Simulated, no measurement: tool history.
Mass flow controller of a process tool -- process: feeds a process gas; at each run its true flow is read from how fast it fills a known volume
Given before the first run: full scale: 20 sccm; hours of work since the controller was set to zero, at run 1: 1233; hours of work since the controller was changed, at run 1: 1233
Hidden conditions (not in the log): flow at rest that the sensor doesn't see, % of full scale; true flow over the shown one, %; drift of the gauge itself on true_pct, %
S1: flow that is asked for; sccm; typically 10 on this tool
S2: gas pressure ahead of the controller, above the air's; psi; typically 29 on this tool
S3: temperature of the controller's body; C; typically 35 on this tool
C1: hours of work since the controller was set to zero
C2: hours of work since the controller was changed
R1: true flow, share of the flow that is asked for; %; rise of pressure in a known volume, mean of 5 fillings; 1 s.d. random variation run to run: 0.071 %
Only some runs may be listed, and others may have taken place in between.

run    hour  S1    S2  S3    C1    C2     R1
  1       0  10    29  35  1233  1233  99.28
  2    79.3  10    29  35  1268  1268  99.44
  3   153.5  10    29  35  1300  1300  99.44
  4   259.2  10    29  35  1347  1347  99.45
  5   366.7  10    29  35  1394  1394  99.39
      378.1  -- controller's zero set anew
  6   488.7  10    29  35    49  1448  99.22
  7   551.3  10    29  35    76  1476   99.3
        634  -- controller's zero set anew, once more
  8   678.6  10    29  35    20  1532   99.5
  9   780.7  10    29  35    65  1577  99.52
 10     901  10    29  35   118  1630  99.38
 11  1021.5  20  23.2  22   171  1683  99.51
 12  1138.7  10  33.5  35   223  1735  99.49
 13  1258.8  13  39.6  35   276  1788  99.33
 14  1403.9  13  39.6  35   340  1852  99.45
 15  1530.3   2  39.6  20   396  1908  97.11
 16  1626.9  10  26.8  23   438  1950  99.01
 17  1727.1   4  39.9  34   483  1995  98.58
 18  1798.3   4  39.9  34   514  2026  98.43

Hidden condition of the tool, last listed run before each entry between runs versus first listed run after:
In the gap between runs 5 and 6: controller's zero set anew (hour 378.1)
  flow at rest that the sensor doesn't see, % of full scale: -0.179 -> -0.254; true flow over the shown one, %: -0.26 -> -0.27
  measured less the result without the state, R1: -0.61 -> -0.78 %
In the gap between runs 7 and 8: controller's zero set anew, once more (hour 634)
  flow at rest that the sensor doesn't see, % of full scale: -0.257 -> -0.092; true flow over the shown one, %: -0.28 -> -0.29
  measured less the result without the state, R1: -0.79 -> -0.47 %

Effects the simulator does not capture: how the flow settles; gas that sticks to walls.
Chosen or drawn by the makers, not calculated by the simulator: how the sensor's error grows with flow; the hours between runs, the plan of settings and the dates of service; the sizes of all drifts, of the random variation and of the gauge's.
